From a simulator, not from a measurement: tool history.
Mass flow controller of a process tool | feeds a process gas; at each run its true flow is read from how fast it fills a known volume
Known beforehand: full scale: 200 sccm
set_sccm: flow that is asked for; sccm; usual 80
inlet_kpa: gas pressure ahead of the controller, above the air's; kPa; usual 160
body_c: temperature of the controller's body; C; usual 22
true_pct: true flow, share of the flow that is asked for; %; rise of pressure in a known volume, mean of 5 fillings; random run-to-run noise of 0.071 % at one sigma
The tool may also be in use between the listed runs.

| run | day | set_sccm | inlet_kpa | body_c | true_pct |
|---|---|---|---|---|---|
| 1 | 0.000 | 80 | 160 | 22 | 100.17 |
| 2 | 2.425 | 80 | 160 | 22 | 100.16 |
| 3 | 4.371 | 80 | 160 | 22 | 100.16 |
| 4 | 7.588 | 80 | 160 | 22 | 100.09 |
| 5 | 9.421 | 80 | 160 | 22 | 100.12 |
| 6 | 11.838 | 80 | 160 | 22 | 100.24 |
| 7 | 14.617 | 22 | 152 | 23 | 101.63 |
| 8 | 16.688 | 22 | 152 | 23 | 101.49 |
| 9 | 19.021 | 41 | 235 | 23 | 100.52 |
| 10 | 22.496 | 60 | 174 | 28 | 99.86 |
| 11 | 25.188 | 52 | 156 | 22 | 100.57 |
| 12 | 27.288 | 52 | 156 | 35 | 99.73 |

Measured minus without-hidden-state, run by run (identical run-to-run variation in each term; gauge scatter may differ):
The tool's hidden condition here consists of: flow at rest that the sensor doesn't see, % of full scale; true flow over the shown one, %; drift of the gauge itself on true_pct, %.
| run | true_pct |
|---|---|
| 1 | +0.13 |
| 2 | +0.13 |
| 3 | +0.13 |
| 4 | +0.13 |
| 5 | +0.13 |
| 6 | +0.14 |
| 7 | +1.71 |
| 8 | +1.73 |
| 9 | +0.72 |
| 10 | +0.35 |
| 11 | +0.49 |
| 12 | +0.50 |

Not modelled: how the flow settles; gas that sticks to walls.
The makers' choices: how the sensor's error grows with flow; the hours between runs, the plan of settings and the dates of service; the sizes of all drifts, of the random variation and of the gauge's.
